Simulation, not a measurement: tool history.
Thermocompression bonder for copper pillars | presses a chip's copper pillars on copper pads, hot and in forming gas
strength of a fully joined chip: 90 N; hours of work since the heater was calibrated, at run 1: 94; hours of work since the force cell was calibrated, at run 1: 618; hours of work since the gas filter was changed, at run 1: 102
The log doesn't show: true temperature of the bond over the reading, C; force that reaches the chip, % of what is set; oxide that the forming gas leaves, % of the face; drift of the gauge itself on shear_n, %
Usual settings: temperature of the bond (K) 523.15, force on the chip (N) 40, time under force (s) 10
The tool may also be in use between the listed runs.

run	day	temperature of the bond (K)	force on the chip (N)	time under force (s)	hours of work since the heater was calibrated	hours of work since the force cell was calibrated	hours of work since the gas filter was changed	force that shears a chip off (N)
1	0.000	523.15	40	10	94	618	102	34.1
2	0.296	523.15	40	10	99	622	106	33.9
3	0.496	523.15	33	10	101	625	109	29.8
4	0.688	523.15	40	10	104	628	112	34.3
5	1.100	523.15	40	10	110	633	118	34.0
6	1.525	523.15	40	10	116	639	124	34.2
7	1.838	523.15	40	10	120	644	128	34.0
8	2.012	523.15	40	8	123	646	131	31.2
9	2.421	523.15	40	10	128	652	136	34.0
10	2.617	523.15	40	10	131	655	139	34.1
11	2.850	523.15	40	11	134	658	142	35.2
12	3.212	523.15	46	13	139	663	147	41.5
13	3.438	523.15	46	13	143	666	150	41.5
14	3.679	502.15	40	10	146	669	154	24.2
15	3.875	520.15	40	10	149	672	157	32.2
16	4.058	504.15	40	7	151	675	159	22.0
17	4.400	529.15	60	7	156	680	164	44.1
18	4.646	529.15	60	7	160	683	167	42.7
19	4.992	529.15	60	7	164	688	172	43.0

Forecast each of these 3 alternatives for the next run:
A	5.229	523.15	49	19	168	691	176	?
B	5.229	529.15	28	7	168	691	176	?
C	5.229	523.15	40	26	168	691	176	?

run	force that shears a chip off (N)
A	48.9
B	24.4
C	47.6
Without the tool's hidden state the same runs would have given:
run	force that shears a chip off (N)
A	48.3
B	23.7
C	46.9
